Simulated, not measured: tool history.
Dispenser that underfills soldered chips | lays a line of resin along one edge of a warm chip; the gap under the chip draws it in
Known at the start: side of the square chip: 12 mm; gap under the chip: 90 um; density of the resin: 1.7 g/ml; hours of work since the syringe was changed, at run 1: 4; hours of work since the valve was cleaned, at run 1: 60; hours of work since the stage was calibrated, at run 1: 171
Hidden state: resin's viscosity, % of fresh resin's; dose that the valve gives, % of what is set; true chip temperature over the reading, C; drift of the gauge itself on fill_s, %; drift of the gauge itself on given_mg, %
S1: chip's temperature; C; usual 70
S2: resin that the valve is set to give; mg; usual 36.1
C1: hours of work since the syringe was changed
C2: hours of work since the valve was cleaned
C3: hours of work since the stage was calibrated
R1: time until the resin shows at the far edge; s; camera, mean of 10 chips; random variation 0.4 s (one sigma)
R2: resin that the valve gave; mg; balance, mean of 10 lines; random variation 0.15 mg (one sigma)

run	hour	S1	S2	C1	C2	C3	R1	R2
1	0	70	36.1	4	60	171	40.2	34.97
# hour 5: new syringe of resin
# hour 14.9: new syringe of resin
2	15.9	70	36.1	1	72	183	30.7	35
3	24.2	70	34.6	7	78	189	51.9	33.65
# hour 25.7: new syringe of resin
4	34.6	70	34.6	7	86	197	49.8	33.4
# hour 35.8: new syringe of resin
# hour 45.7: dispensing valve cleaned and set on the balance
# hour 46.6: new syringe of resin
5	46.6	70	33.6	0	0	205	28.4	33.77
# hour 57.2: new syringe of resin
6	58	70	33.6	1	9	214	29.5	33.68
# hour 67.1: new syringe of resin
7	68.4	63	36.1	1	17	221	42.1	36.15
# hour 77.9: new syringe of resin
8	80.3	63	36.1	2	25	230	45.1	35.63
# hour 88.4: new syringe of resin
9	91.4	56	36.1	2	34	238	67.8	35.48
# hour 99: new syringe of resin
10	99.2	56	30.9	0	39	244	58.3	30.46
# hour 109.7: new syringe of resin
11	110.6	70	36.1	1	48	253	29.3	35.66
12	116.8	60	36.1	5	53	257	72.2	35.22
# hour 119.7: new syringe of resin
13	128.8	55	33	7	62	266	108.4	32.23
# hour 130.2: new syringe of resin
# hour 140: new syringe of resin
14	143.3	55	43.9	3	72	277	74.5	42.7
# hour 150.6: new syringe of resin
15	158.3	55	43.9	6	83	288	94.8	42.95
# hour 160.6: new syringe of resin
16	167.3	57	42.9	5	90	295	84.3	41.44
# hour 171: new syringe of resin
# hour 173: dispensing valve cleaned and set on the balance
17	174.9	71	39.6	2	1	300	33	39.37
# hour 182.3: new syringe of resin
18	189.4	71	45.3	5	12	310	42.9	44.93
# hour 192.8: new syringe of resin
19	197.6	71	45.3	4	18	316	36.2	44.77
# hour 202.9: new syringe of resin
20	210.1	63	40.2	6	28	326	62.5	39.84
# hour 213.2: new syringe of resin
21	217.9	63	40.2	4	33	331	53.2	39.75
# hour 223.4: new syringe of resin
22	228.7	63	40.2	4	41	339	56.7	39.64
# hour 233.3: new syringe of resin
23	241.5	63	40.2	6	51	349	68.3	39.5
# hour 243.6: new syringe of resin
# hour 253.5: new syringe of resin
24	253.5	59	36.8	0	60	358	48.9	35.97

How the hidden state differs across the entries between the runs, from the last listed run before each to the first after it:
Between runs 1 and 2: new syringe of resin (hour 5); new syringe of resin (hour 14.9)
  resin's viscosity, % of fresh resin's: 143.6 -> 108.9; dose that the valve gives, % of what is set: 97.56 -> 97.14; true chip temperature over the reading, C: -0.75 -> -0.79
  measured less the result without the state, R1: +13.3 -> +3.6 s; R2: -0.87 -> -1.03 mg
Between runs 3 and 4: new syringe of resin (hour 25.7)
  resin's viscosity, % of fresh resin's: 185.9 -> 175.5; dose that the valve gives, % of what is set: 96.91 -> 96.65; true chip temperature over the reading, C: -0.81 -> -0.84
  measured less the result without the state, R1: +25.3 -> +22.6 s; R2: -1.07 -> -1.16 mg
Between runs 4 and 5: new syringe of resin (hour 35.8); dispensing valve cleaned and set on the balance (hour 45.7); new syringe of resin (hour 46.6)
  resin's viscosity, % of fresh resin's: 175.5 -> 100.6; dose that the valve gives, % of what is set: 96.65 -> 100.05; true chip temperature over the reading, C: -0.84 -> -0.86
  measured less the result without the state, R1: +22.6 -> +1.3 s; R2: -1.16 -> +0.02 mg
Between runs 5 and 6: new syringe of resin (hour 57.2)
  resin's viscosity, % of fresh resin's: 100.6 -> 105.8; dose that the valve gives, % of what is set: 100.05 -> 99.74; true chip temperature over the reading, C: -0.86 -> -0.89
  measured less the result without the state, R1: +1.3 -> +2.8 s; R2: +0.02 -> -0.08 mg
Between runs 6 and 7: new syringe of resin (hour 67.1)
  resin's viscosity, % of fresh resin's: 105.8 -> 108.9; dose that the valve gives, % of what is set: 99.74 -> 99.48; true chip temperature over the reading, C: -0.89 -> -0.91
  measured less the result without the state, R1: +2.8 -> +5.3 s; R2: -0.08 -> -0.19 mg
Between runs 7 and 8: new syringe of resin (hour 77.9)
  resin's viscosity, % of fresh resin's: 108.9 -> 115.4; dose that the valve gives, % of what is set: 99.48 -> 99.13; true chip temperature over the reading, C: -0.91 -> -0.94
  measured less the result without the state, R1: +5.3 -> +7.9 s; R2: -0.19 -> -0.31 mg
Between runs 8 and 9: new syringe of resin (hour 88.4)
  resin's viscosity, % of fresh resin's: 115.4 -> 119.1; dose that the valve gives, % of what is set: 99.13 -> 98.81; true chip temperature over the reading, C: -0.94 -> -0.97
  measured less the result without the state, R1: +7.9 -> +13.8 s; R2: -0.31 -> -0.42 mg
Between runs 9 and 10: new syringe of resin (hour 99)
  resin's viscosity, % of fresh resin's: 119.1 -> 99.8; dose that the valve gives, % of what is set: 98.81 -> 98.58; true chip temperature over the reading, C: -0.97 -> -0.98
  measured less the result without the state, R1: +13.8 -> +2.9 s; R2: -0.42 -> -0.44 mg
Between runs 10 and 11: new syringe of resin (hour 109.7)
  resin's viscosity, % of fresh resin's: 99.8 -> 105.8; dose that the valve gives, % of what is set: 98.58 -> 98.27; true chip temperature over the reading, C: -0.98 -> -1.01
  measured less the result without the state, R1: +2.9 -> +3 s; R2: -0.44 -> -0.63 mg
Between runs 12 and 13: new syringe of resin (hour 119.7)
  resin's viscosity, % of fresh resin's: 157.5 -> 178.3; dose that the valve gives, % of what is set: 98.11 -> 97.79; true chip temperature over the reading, C: -1.02 -> -1.06
  measured less the result without the state, R1: +28.7 -> +51.1 s; R2: -0.68 -> -0.73 mg
Between runs 13 and 14: new syringe of resin (hour 130.2); new syringe of resin (hour 140)
  resin's viscosity, % of fresh resin's: 178.3 -> 123; dose that the valve gives, % of what is set: 97.79 -> 97.4; true chip temperature over the reading, C: -1.06 -> -1.09
  measured less the result without the state, R1: +51.1 -> +17.1 s; R2: -0.73 -> -1.13 mg
Between runs 14 and 15: new syringe of resin (hour 150.6)
  resin's viscosity, % of fresh resin's: 123 -> 163.4; dose that the valve gives, % of what is set: 97.4 -> 96.99; true chip temperature over the reading, C: -1.09 -> -1.13
  measured less the result without the state, R1: +17.1 -> +40.2 s; R2: -1.13 -> -1.34 mg
Between runs 15 and 16: new syringe of resin (hour 160.6)
  resin's viscosity, % of fresh resin's: 163.4 -> 154.7; dose that the valve gives, % of what is set: 96.99 -> 96.74; true chip temperature over the reading, C: -1.13 -> -1.15
  measured less the result without the state, R1: +40.2 -> +33.1 s; R2: -1.34 -> -1.4 mg
Between runs 16 and 17: new syringe of resin (hour 171); dispensing valve cleaned and set on the balance (hour 173)
  resin's viscosity, % of fresh resin's: 154.7 -> 120.7; dose that the valve gives, % of what is set: 96.74 -> 99.7; true chip temperature over the reading, C: -1.15 -> -1.16
  measured less the result without the state, R1: +33.1 -> +7.1 s; R2: -1.4 -> -0.12 mg
Between runs 17 and 18: new syringe of resin (hour 182.3)
  resin's viscosity, % of fresh resin's: 120.7 -> 156.9; dose that the valve gives, % of what is set: 99.7 -> 99.33; true chip temperature over the reading, C: -1.16 -> -1.2
  measured less the result without the state, R1: +7.1 -> +16.9 s; R2: -0.12 -> -0.3 mg
Between runs 18 and 19: new syringe of resin (hour 192.8)
  resin's viscosity, % of fresh resin's: 156.9 -> 134.1; dose that the valve gives, % of what is set: 99.33 -> 99.12; true chip temperature over the reading, C: -1.2 -> -1.22
  measured less the result without the state, R1: +16.9 -> +10.7 s; R2: -0.3 -> -0.4 mg
Between runs 19 and 20: new syringe of resin (hour 202.9)
  resin's viscosity, % of fresh resin's: 134.1 -> 159; dose that the valve gives, % of what is set: 99.12 -> 98.77; true chip temperature over the reading, C: -1.22 -> -1.25
  measured less the result without the state, R1: +10.7 -> +25.5 s; R2: -0.4 -> -0.49 mg
Between runs 20 and 21: new syringe of resin (hour 213.2)
  resin's viscosity, % of fresh resin's: 159 -> 134.6; dose that the valve gives, % of what is set: 98.77 -> 98.55; true chip temperature over the reading, C: -1.25 -> -1.27
  measured less the result without the state, R1: +25.5 -> +16.2 s; R2: -0.49 -> -0.59 mg
Between runs 21 and 22: new syringe of resin (hour 223.4)
  resin's viscosity, % of fresh resin's: 134.6 -> 140; dose that the valve gives, % of what is set: 98.55 -> 98.29; true chip temperature over the reading, C: -1.27 -> -1.3
  measured less the result without the state, R1: +16.2 -> +18.7 s; R2: -0.59 -> -0.69 mg
Between runs 22 and 23: new syringe of resin (hour 233.3)
  resin's viscosity, % of fresh resin's: 140 -> 170.9; dose that the valve gives, % of what is set: 98.29 -> 97.95; true chip temperature over the reading, C: -1.3 -> -1.32
  measured less the result without the state, R1: +18.7 -> +30.9 s; R2: -0.69 -> -0.83 mg
Between runs 23 and 24: new syringe of resin (hour 243.6); new syringe of resin (hour 253.5)
  resin's viscosity, % of fresh resin's: 170.9 -> 99.2; dose that the valve gives, % of what is set: 97.95 -> 97.62; true chip temperature over the reading, C: -1.32 -> -1.35
  measured less the result without the state, R1: +30.9 -> +3 s; R2: -0.83 -> -0.88 mg
